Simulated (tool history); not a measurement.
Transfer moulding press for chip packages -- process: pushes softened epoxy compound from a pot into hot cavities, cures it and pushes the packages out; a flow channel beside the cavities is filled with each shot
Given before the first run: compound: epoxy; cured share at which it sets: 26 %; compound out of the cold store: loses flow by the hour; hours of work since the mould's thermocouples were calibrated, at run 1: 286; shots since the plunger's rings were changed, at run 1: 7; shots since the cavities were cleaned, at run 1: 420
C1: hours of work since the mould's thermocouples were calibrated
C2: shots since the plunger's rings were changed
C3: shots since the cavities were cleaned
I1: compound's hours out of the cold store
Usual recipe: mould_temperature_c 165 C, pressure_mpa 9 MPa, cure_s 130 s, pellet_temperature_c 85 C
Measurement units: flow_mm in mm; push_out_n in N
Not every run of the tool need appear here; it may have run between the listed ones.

{"run": 1, "day": 0.0, "mould_temperature_c": 165, "pressure_mpa": 9, "cure_s": 130, "pellet_temperature_c": 85, "C1": 286, "C2": 7, "C3": 420, "I1": 13.6, "flow_mm": 613, "push_out_n": 599}
{"run": 2, "day": 0.496, "mould_temperature_c": 165, "pressure_mpa": 9, "cure_s": 130, "pellet_temperature_c": 85, "C1": 293, "C2": 93, "C3": 506, "I1": 34.1, "flow_mm": 560, "push_out_n": 652}
{"run": 3, "day": 0.942, "mould_temperature_c": 165, "pressure_mpa": 9, "cure_s": 130, "pellet_temperature_c": 85, "C1": 298, "C2": 170, "C3": 583, "I1": 26.9, "flow_mm": 570, "push_out_n": 674}
{"run": 4, "day": 1.438, "mould_temperature_c": 165, "pressure_mpa": 9, "cure_s": 130, "pellet_temperature_c": 85, "C1": 305, "C2": 256, "C3": 669, "I1": 27.6, "flow_mm": 572, "push_out_n": 685}
{"run": 5, "day": 1.846, "mould_temperature_c": 165, "pressure_mpa": 9, "cure_s": 130, "pellet_temperature_c": 85, "C1": 310, "C2": 327, "C3": 740, "I1": 40.8, "flow_mm": 538, "push_out_n": 706}
{"run": 6, "day": 2.425, "mould_temperature_c": 165, "pressure_mpa": 9, "cure_s": 130, "pellet_temperature_c": 85, "C1": 317, "C2": 427, "C3": 840, "I1": 12.2, "flow_mm": 609, "push_out_n": 690}
{"run": 7, "day": 2.912, "mould_temperature_c": 165, "pressure_mpa": 9, "cure_s": 130, "pellet_temperature_c": 85, "C1": 323, "C2": 511, "C3": 924, "I1": 26.1, "flow_mm": 573, "push_out_n": 745}
{"run": 8, "day": 3.354, "mould_temperature_c": 165, "pressure_mpa": 9.73, "cure_s": 164, "pellet_temperature_c": 77, "C1": 329, "C2": 587, "C3": 1000, "I1": 45.2, "flow_mm": 552, "push_out_n": 719}
{"run": 9, "day": 3.775, "mould_temperature_c": 165, "pressure_mpa": 7.89, "cure_s": 164, "pellet_temperature_c": 83, "C1": 334, "C2": 660, "C3": 1073, "I1": 34.2, "flow_mm": 520, "push_out_n": 706}
{"day": 3.967, "done": "cavities cleaned with cleaning compound and waxed"}
{"run": 10, "day": 4.117, "mould_temperature_c": 157, "pressure_mpa": 9, "cure_s": 130, "pellet_temperature_c": 85, "C1": 338, "C2": 708, "C3": 25, "I1": 34.5, "flow_mm": 573, "push_out_n": 640}
{"run": 11, "day": 4.421, "mould_temperature_c": 157, "pressure_mpa": 9, "cure_s": 130, "pellet_temperature_c": 85, "C1": 342, "C2": 761, "C3": 78, "I1": 43.3, "flow_mm": 552, "push_out_n": 685}
{"run": 12, "day": 4.988, "mould_temperature_c": 157, "pressure_mpa": 9, "cure_s": 130, "pellet_temperature_c": 85, "C1": 349, "C2": 859, "C3": 176, "I1": 24.1, "flow_mm": 600, "push_out_n": 793}
{"run": 13, "day": 5.283, "mould_temperature_c": 157, "pressure_mpa": 9, "cure_s": 130, "pellet_temperature_c": 85, "C1": 353, "C2": 910, "C3": 227, "I1": 32.1, "flow_mm": 578, "push_out_n": 790}

Alternative continuations, all from the tool just after run 13; predict every row:
{"run": "A", "day": 5.6, "mould_temperature_c": 171, "pressure_mpa": 9, "cure_s": 130, "pellet_temperature_c": 84, "C1": 357, "C2": 965, "C3": 282, "I1": 44.2, "flow_mm": "?", "push_out_n": "?"}
{"run": "B", "day": 5.6, "mould_temperature_c": 169, "pressure_mpa": 9, "cure_s": 130, "pellet_temperature_c": 86, "C1": 357, "C2": 965, "C3": 282, "I1": 30.3, "flow_mm": "?", "push_out_n": "?"}
{"run": "C", "day": 5.6, "mould_temperature_c": 157, "pressure_mpa": 8.6, "cure_s": 149, "pellet_temperature_c": 85, "C1": 357, "C2": 965, "C3": 282, "I1": 40.5, "flow_mm": "?", "push_out_n": "?"}

run=A flow_mm=518 push_out_n=516
run=B flow_mm=552 push_out_n=542
run=C flow_mm=540 push_out_n=657
Without the tool's unlogged condition, the same runs would have read:
run=A flow_mm=528 push_out_n=399
run=B flow_mm=562 push_out_n=419
run=C flow_mm=550 push_out_n=529
